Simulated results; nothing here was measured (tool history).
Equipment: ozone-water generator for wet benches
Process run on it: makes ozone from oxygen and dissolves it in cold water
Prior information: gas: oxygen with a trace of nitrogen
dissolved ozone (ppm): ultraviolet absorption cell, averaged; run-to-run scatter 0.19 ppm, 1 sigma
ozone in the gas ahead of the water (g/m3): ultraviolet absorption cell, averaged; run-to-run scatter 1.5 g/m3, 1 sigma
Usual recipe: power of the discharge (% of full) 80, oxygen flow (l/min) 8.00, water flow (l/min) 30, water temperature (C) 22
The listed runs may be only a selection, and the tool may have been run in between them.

run    hour  power of the discharge (% of full)  oxygen flow (l/min)  water flow (l/min)  water temperature (C)  dissolved ozone (ppm)  ozone in the gas ahead of the water (g/m3)
  1     0.0                                  80                 8.00                  30                     22                   23.9                                       253.1
  2   117.2                                  80                11.52                  30                     22                   23.9                                       213.8
  3   231.7                                  80                11.52                  30                     22                   23.8                                       212.6
  4   382.9                                  80                11.52                  30                     22                   23.8                                       211.8
  5   464.8                                  99                 8.00                  30                     22                   26.0                                       277.3
  6   579.4                                  80                 8.00                  30                     14                   26.3                                       250.1
  7   662.3                                  80                 8.00                  21                     29                   26.8                                       245.9
  8   810.1                                  80                 8.00                  46                     15                   16.4                                       247.0
  9   944.9                                  80                 8.00                  27                     15                   27.7                                       244.3
 10  1087.9                                  53                 5.51                  27                     24                   18.9                                       231.7

Below are 3 alternative next runs, each starting from the tool's condition after run 10. Predict each:
  A  1241.8                                  70                10.58                  36                     24                      ?                                           ?
  B  1241.8                                  53                 9.08                  27                     24                      ?                                           ?
  C  1241.8                                  80                 8.00                  30                     23                      ?                                           ?

run  dissolved ozone (ppm)  ozone in the gas ahead of the water (g/m3)
  A                   17.6                                       200.6
  B                   19.4                                       185.1
  C                   22.1                                       242.8
With no hidden state in the tool, these same runs would have given:
run  dissolved ozone (ppm)  ozone in the gas ahead of the water (g/m3)
  A                   20.6                                       229.3
  B                   22.2                                       207.2
  C                   26.2                                       280.2

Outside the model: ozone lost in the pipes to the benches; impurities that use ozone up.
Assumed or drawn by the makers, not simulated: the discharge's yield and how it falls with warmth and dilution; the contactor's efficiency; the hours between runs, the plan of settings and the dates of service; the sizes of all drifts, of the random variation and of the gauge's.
